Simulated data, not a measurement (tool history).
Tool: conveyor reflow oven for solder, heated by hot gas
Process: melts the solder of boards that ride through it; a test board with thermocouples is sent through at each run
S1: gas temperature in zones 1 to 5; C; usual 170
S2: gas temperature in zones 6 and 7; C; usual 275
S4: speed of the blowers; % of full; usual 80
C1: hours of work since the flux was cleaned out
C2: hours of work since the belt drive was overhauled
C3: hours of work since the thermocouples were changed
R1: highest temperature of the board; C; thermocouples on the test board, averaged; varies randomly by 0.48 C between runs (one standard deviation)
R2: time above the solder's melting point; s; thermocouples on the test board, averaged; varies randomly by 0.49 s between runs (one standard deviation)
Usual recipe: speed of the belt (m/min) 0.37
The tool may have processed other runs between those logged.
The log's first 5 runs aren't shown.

Run 6, hour 189.2: usual settings but S2 280 C; C1 242; C2 1004; C3 197. Result: R1 259.4 C, R2 78.3 s.
Run 7, hour 237.3: usual settings but S2 280 C; C1 268; C2 1031; C3 223. Result: R1 260.4 C, R2 78.5 s.
Run 8, hour 292: usual settings but S2 280 C; C1 298; C2 1060; C3 253. Result: R1 259.8 C, R2 77.5 s.
At hour 312.5: flux residue cleaned out of gas plates and filters.
Run 9, hour 333.9: usual settings; C1 12; C2 1080; C3 273. Result: R1 257.2 C, R2 76.6 s.
Run 10, hour 370.4: usual settings but speed of the belt (m/min) 0.355; C1 32; C2 1100; C3 293. Result: R1 258.2 C, R2 81.5 s.
Run 11, hour 422.3: usual settings but speed of the belt (m/min) 0.396; C1 60; C2 1129; C3 321. Result: R1 254.3 C, R2 69.1 s.
Run 12, hour 451.1: usual settings but speed of the belt (m/min) 0.396; C1 75; C2 1144; C3 337. Result: R1 254.2 C, R2 69.5 s.
Run 13, hour 476.1: usual settings but speed of the belt (m/min) 0.396; C1 89; C2 1158; C3 351. Result: R1 254.4 C, R2 68.5 s.
Run 14, hour 514.5: usual settings but speed of the belt (m/min) 0.396; C1 110; C2 1179; C3 372. Result: R1 254.2 C, R2 68.3 s.
Run 15, hour 550.1: usual settings but S2 285 C; C1 129; C2 1198; C3 391. Result: R1 264.4 C, R2 82.4 s.
Run 16, hour 586.6: usual settings but S2 285 C; C1 149; C2 1218; C3 411. Result: R1 264.3 C, R2 83 s.
Run 17, hour 632.7: usual settings but S2 285 C; C1 174; C2 1243; C3 436. Result: R1 264.8 C, R2 82.5 s.
Run 18, hour 664.5: usual settings but S2 290 C, speed of the belt (m/min) 0.424; C1 192; C2 1260; C3 453. Result: R1 263.6 C, R2 70.4 s.
Run 19, hour 711.6: usual settings but S2 290 C, speed of the belt (m/min) 0.424; C1 217; C2 1286; C3 479. Result: R1 261.6 C, R2 69.6 s.
Run 20, hour 743.9: usual settings but S2 290 C, speed of the belt (m/min) 0.424; C1 235; C2 1304; C3 496. Result: R1 263.1 C, R2 70.3 s.
Run 21, hour 785.5: usual settings but speed of the belt (m/min) 0.376; C1 257; C2 1326; C3 519. Result: R1 254.7 C, R2 72.3 s.

Run 22 comes next. What will it give?
Run 22, hour 830.8: usual settings but S1 159 C, S2 286 C, S4 85 % of full; C1 282; C2 1351; C3 544. Result: R1 ?, R2 ?.

{"run 22": {"R1": 262.6, "R2": 78}}
With the hidden condition absent and the run-to-run variation left alone, this run would have shown R1 265 C, R2 77.6 s.
